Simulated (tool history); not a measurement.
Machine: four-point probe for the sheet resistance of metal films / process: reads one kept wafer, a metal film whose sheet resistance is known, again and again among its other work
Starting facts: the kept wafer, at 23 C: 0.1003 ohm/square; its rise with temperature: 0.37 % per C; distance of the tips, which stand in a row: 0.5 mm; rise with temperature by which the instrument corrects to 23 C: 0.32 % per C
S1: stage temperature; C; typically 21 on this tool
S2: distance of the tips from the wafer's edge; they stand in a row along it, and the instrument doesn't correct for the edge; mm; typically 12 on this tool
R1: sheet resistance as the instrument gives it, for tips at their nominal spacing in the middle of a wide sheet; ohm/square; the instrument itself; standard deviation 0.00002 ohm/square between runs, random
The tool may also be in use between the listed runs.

run,hour,S1,S2,R1
1,0.0,21,12,0.100126
2,26.8,28,12,0.100474
3,64.3,28,12,0.100467
4,100.9,28,12,0.100422
# hour 121.0: stage's thermometer calibrated
5,155.8,28,12,0.100345
6,209.0,21,12,0.099972
7,247.3,21,12,0.099967
# hour 273.5: stage's thermometer calibrated, once more
8,273.5,21,12,0.100199
9,317.4,21,12,0.100173
10,364.5,34,12,0.100813
11,387.8,34,12,0.100799
12,417.2,34,12,0.100786
13,450.9,34,12,0.100749
14,505.3,21,12,0.100093
15,544.1,21,12,0.100080
16,598.1,24,12,0.100234
17,640.0,24,12,0.100182
18,689.9,24,12,0.100193
19,736.3,23,11,0.100166
20,790.8,20,61,0.099915
21,841.9,34,14,0.100599
22,891.8,21,58,0.099910
23,925.1,24,55,0.100033
24,971.5,32,5,0.100925
25,1024.7,32,5,0.100898
26,1065.6,32,6,0.100748
27,1111.5,32,6,0.100760

Measured result minus the same run's result without the hidden state. Both carry the same run-to-run variation, though not necessarily the same gauge scatter:
Hidden state present: inner tips' distance over the nominal, %; tips' flats over new ones', %; wafer's true temperature over the reading, C; drift of the gauge itself on sheet_ohm, %.
run,R1
1,-0.000169
2,-0.000174
3,-0.000188
4,-0.000199
5,-0.000285
6,-0.000309
7,-0.000322
8,-0.000101
9,-0.000116
10,-0.000134
11,-0.000142
12,-0.000153
13,-0.000164
14,-0.000183
15,-0.000197
16,-0.000216
17,-0.000230
18,-0.000247
19,-0.000263
20,-0.000281
21,-0.000298
22,-0.000317
23,-0.000328
24,-0.000344
25,-0.000364
26,-0.000378
27,-0.000393
